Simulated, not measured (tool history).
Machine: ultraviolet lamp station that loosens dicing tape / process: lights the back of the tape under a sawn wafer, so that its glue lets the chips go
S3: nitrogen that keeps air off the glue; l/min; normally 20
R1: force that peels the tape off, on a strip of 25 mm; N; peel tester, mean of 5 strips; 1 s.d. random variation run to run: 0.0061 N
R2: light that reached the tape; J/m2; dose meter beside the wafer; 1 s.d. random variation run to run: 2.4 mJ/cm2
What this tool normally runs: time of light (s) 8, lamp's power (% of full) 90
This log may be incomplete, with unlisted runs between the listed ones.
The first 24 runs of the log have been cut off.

Run 25, hour 1622.1: usual settings but time of light (s) 14, lamp's power (% of full) 60, S3 18 l/min. Result: R1 0.385 N, R2 1960 J/m2.
At hour 1647.3: window cleaned of glue's vapour.
Run 26, hour 1705.1: usual settings but S3 13 l/min. Result: R1 0.644 N, R2 1690 J/m2.
At hour 1716.6: lamp changed.
Run 27, hour 1755.6: usual settings but S3 13 l/min. Result: R1 0.267 N, R2 2660 J/m2.
Run 28, hour 1804.1: usual settings but time of light (s) 5, lamp's power (% of full) 93. Result: R1 0.488 N, R2 1700 J/m2.
Run 29, hour 1863.6: usual settings but time of light (s) 7, lamp's power (% of full) 81, S3 11 l/min. Result: R1 0.526 N, R2 2050 J/m2.
Run 30, hour 1961.2: usual settings but S3 29 l/min. Result: R1 0.155 N, R2 2530 J/m2.
Run 31, hour 2039.7: usual settings but lamp's power (% of full) 60. Result: R1 0.51 N, R2 1640 J/m2.
Run 32, hour 2128.8: usual settings but time of light (s) 7, lamp's power (% of full) 89, S3 19 l/min. Result: R1 0.315 N, R2 2100 J/m2.
Run 33, hour 2222.9: usual settings but lamp's power (% of full) 72, S3 19 l/min. Result: R1 0.402 N, R2 1880 J/m2.
Run 34, hour 2312.4: usual settings but lamp's power (% of full) 72, S3 19 l/min. Result: R1 0.392 N, R2 1830 J/m2.
At hour 2320: window cleaned of glue's vapour.
Run 35, hour 2361.4: usual settings but time of light (s) 11, lamp's power (% of full) 82, S3 37 l/min. Result: R1 0.106 N, R2 3030 J/m2.
Run 36, hour 2436.4: usual settings but time of light (s) 11, lamp's power (% of full) 82, S3 37 l/min. Result: R1 0.116 N, R2 2940 J/m2.
Run 37, hour 2479.8: usual settings but time of light (s) 6, lamp's power (% of full) 74. Result: R1 0.663 N, R2 1430 J/m2.
Run 38, hour 2521.7: usual settings but lamp's power (% of full) 86, S3 23 l/min. Result: R1 0.245 N, R2 2190 J/m2.
Run 39, hour 2562.3: usual settings but lamp's power (% of full) 86, S3 23 l/min. Result: R1 0.244 N, R2 2200 J/m2.
Run 40, hour 2610.9: usual settings but time of light (s) 10, lamp's power (% of full) 65, S3 21 l/min. Result: R1 0.312 N, R2 2050 J/m2.
Run 41, hour 2683.2: usual settings but lamp's power (% of full) 76. Result: R1 0.407 N, R2 1850 J/m2.
Run 42, hour 2729.2: usual settings but lamp's power (% of full) 76. Result: R1 0.388 N, R2 1830 J/m2.

What if the next run were any one of these 4? Each begins from the tool's condition after run 42:
Run A, hour 2807: usual settings but time of light (s) 5, lamp's power (% of full) 76. Result: R1 ?, R2 ?.
Run B, hour 2807: usual settings but time of light (s) 6, lamp's power (% of full) 76, S3 10 l/min. Result: R1 ?, R2 ?.
Run C, hour 2807: usual settings but time of light (s) 4, lamp's power (% of full) 79, S3 22 l/min. Result: R1 ?, R2 ?.
Run D, hour 2807: usual settings but lamp's power (% of full) 70. Result: R1 ?, R2 ?.

run     R1    R2
  A  1.059  1120
  B  1.162  1370
  C  1.249   920
  D  0.519  1710
Without the tool's unlogged condition, the same runs would have read:
run     R1    R2
  A  0.701  1430
  B  0.788  1740
  C  0.869  1170
  D  0.304  2170

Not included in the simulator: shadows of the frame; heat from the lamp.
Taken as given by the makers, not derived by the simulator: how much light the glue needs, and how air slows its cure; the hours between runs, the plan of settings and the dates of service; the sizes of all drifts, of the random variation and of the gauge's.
